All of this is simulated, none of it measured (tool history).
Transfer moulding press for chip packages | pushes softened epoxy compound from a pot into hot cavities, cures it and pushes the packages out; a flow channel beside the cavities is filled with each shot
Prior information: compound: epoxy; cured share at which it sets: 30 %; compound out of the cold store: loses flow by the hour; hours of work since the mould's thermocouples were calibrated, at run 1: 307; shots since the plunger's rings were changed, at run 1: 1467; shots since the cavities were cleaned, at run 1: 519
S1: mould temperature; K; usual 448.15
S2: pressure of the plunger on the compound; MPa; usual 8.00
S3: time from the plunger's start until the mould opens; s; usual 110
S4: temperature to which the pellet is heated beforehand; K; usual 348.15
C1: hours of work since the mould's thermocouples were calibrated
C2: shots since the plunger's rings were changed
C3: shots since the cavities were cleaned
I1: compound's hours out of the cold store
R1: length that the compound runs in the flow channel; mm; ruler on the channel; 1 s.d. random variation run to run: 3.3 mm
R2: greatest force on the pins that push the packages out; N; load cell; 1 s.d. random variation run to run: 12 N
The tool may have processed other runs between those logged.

run     day      S1    S2   S3      S4   C1    C2   C3    I1   R1    R2
  1   0.000  448.15  8.00  110  348.15  307  1467  519  10.2  867  1273
      0.504  -- cavities cleaned with cleaning compound and waxed
  2   0.717  448.15  8.00  110  348.15  318  1659   63  27.6  789  1645
  3   1.317  448.15  8.00  110  348.15  328  1834  238  27.7  790  1522
  4   2.012  448.15  8.20  110  348.15  340  2037  441  47.6  721  1467
  5   2.438  448.15  8.20  110  348.15  347  2161  565  28.6  790  1406
      2.750  -- cavities cleaned with cleaning compound and waxed
  6   3.188  448.15  6.09  110  348.15  359  2361  128  11.9  742   892
  7   3.667  448.15  8.00  123  348.15  367  2502  269  14.3  834   956
      3.792  -- cavities cleaned with cleaning compound and waxed, once more
  8   4.154  448.15  8.00  110  348.15  374  2626  106  20.6  812   794
      4.875  -- mould's thermocouples calibrated
  9   5.012  448.15  8.00  110  348.15    2  2852  332  32.6  759  1044
 10   5.400  448.15  8.00  110  348.15    9  2965  445  16.3  830  1213
 11   5.967  448.15  8.00  110  348.15   19  3131  611  12.8  843  1298
      6.121  -- cavities cleaned with cleaning compound and waxed
 12   6.842  448.15  8.00  110  348.15   32  3368  210  25.4  786   946
 13   7.408  448.15  8.00  110  348.15   42  3534  376  33.5  746  1084
 14   8.200  448.15  8.00  110  348.15   55  3765  607  42.7  707  1191
      8.400  -- cavities cleaned with cleaning compound and waxed
 15   8.683  448.15  8.00  109  348.15   63  3888   83   9.8  848   821
 16   9.296  447.15  6.07   96  341.15   73  4066  261  19.8  695  1480
 17   9.800  456.15  8.00  118  348.15   81  4214  409  37.0  712   884
 18  10.471  448.15  8.80  110  348.15   93  4410  605  11.2  877  1310
     10.638  -- cavities cleaned with cleaning compound and waxed
 19  10.954  448.15  8.00  133  353.15  100  4533   93  36.1  726   658
 20  11.533  448.15  7.52  133  353.15  110  4701  261  19.4  769   848
 21  12.012  448.15  7.52  133  353.15  118  4842  402  14.8  785   932
 22  12.688  441.15  7.52  133  348.15  129  5038  598  45.2  686  1211
     12.875  -- cavities cleaned with cleaning compound and waxed
 23  13.129  447.15  7.52  120  348.15  136  5149   74  47.4  661   683
     13.517  -- plunger's sealing rings changed
 24  13.754  456.15  7.52  140  348.15  145    69  227  31.7  752   733
 25  14.483  443.15  6.28  126  352.15  157   281  439  20.4  750  1179
 26  14.892  448.15  8.00  101  340.15  164   400  558   8.3  890  1503
     15.221  -- cavities cleaned with cleaning compound and waxed
 27  15.767  448.15  7.36  147  352.15  178   638  160  29.0  764   711
 28  16.538  448.15  7.36  147  352.15  191   864  386  45.4  701   903

Here are 3 independent what-if runs from the current tool condition. What would each one return?
  A  17.362  448.15  7.36  137  346.15  205  1104  626   9.4   ?   ?
  B  17.362  441.15  7.62  147  352.15  205  1104  626  38.3   ?   ?
  C  17.362  448.15  7.36   98  352.15  205  1104  626  12.4   ?   ?

run   R1    R2
  A  845  1046
  B  751  1180
  C  834  1657
Without the tool's hidden state the same runs would have given:
run   R1   R2
  A  857  477
  B  762  537
  C  846  736
